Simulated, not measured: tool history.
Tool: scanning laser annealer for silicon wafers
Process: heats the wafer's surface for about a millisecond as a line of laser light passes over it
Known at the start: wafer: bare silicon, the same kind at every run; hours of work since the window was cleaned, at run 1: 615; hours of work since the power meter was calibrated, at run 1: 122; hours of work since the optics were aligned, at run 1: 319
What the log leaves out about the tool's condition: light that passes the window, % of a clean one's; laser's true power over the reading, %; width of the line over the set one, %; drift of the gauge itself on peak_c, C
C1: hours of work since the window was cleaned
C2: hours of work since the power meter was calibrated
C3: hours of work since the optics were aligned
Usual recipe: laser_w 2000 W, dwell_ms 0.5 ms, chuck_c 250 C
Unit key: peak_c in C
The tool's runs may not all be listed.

Run 1, hour 0: usual settings; C1 615; C2 122; C3 319. Result: peak_c 1006 C.
Run 2, hour 21.3: usual settings; C1 626; C2 134; C3 331. Result: peak_c 1009 C.
Run 3, hour 34.8: usual settings; C1 634; C2 141; C3 338. Result: peak_c 1006 C.
Run 4, hour 54.5: usual settings; C1 645; C2 152; C3 349. Result: peak_c 1007 C.
Run 5, hour 74.1: usual settings; C1 656; C2 163; C3 360. Result: peak_c 1007 C.
Run 6, hour 85.9: usual settings; C1 662; C2 169; C3 366. Result: peak_c 1002 C.
Run 7, hour 107.8: usual settings; C1 674; C2 182; C3 379. Result: peak_c 1009 C.
Run 8, hour 126.4: usual settings; C1 684; C2 192; C3 389. Result: peak_c 1003 C.
Run 9, hour 137.9: usual settings; C1 691; C2 198; C3 395. Result: peak_c 1004 C.
At hour 145.7: window over the wafer cleaned.
Run 10, hour 153.1: usual settings; C1 4; C2 205; C3 402. Result: peak_c 1023 C.
Run 11, hour 166.2: usual settings but laser_w 2035 W, dwell_ms 0.371 ms, chuck_c 275 C; C1 11; C2 213; C3 410. Result: peak_c 964 C.

Run 12 comes next. What will it give?
Run 12, hour 184.3: usual settings but laser_w 2035 W, dwell_ms 0.499 ms, chuck_c 214 C; C1 21; C2 223; C3 420. Result: peak_c ?.

{"run 12": {"peak_c": 1001}}
If the tool had no hidden condition, the same run with the same run-to-run variation would have returned peak_c 1016 C.
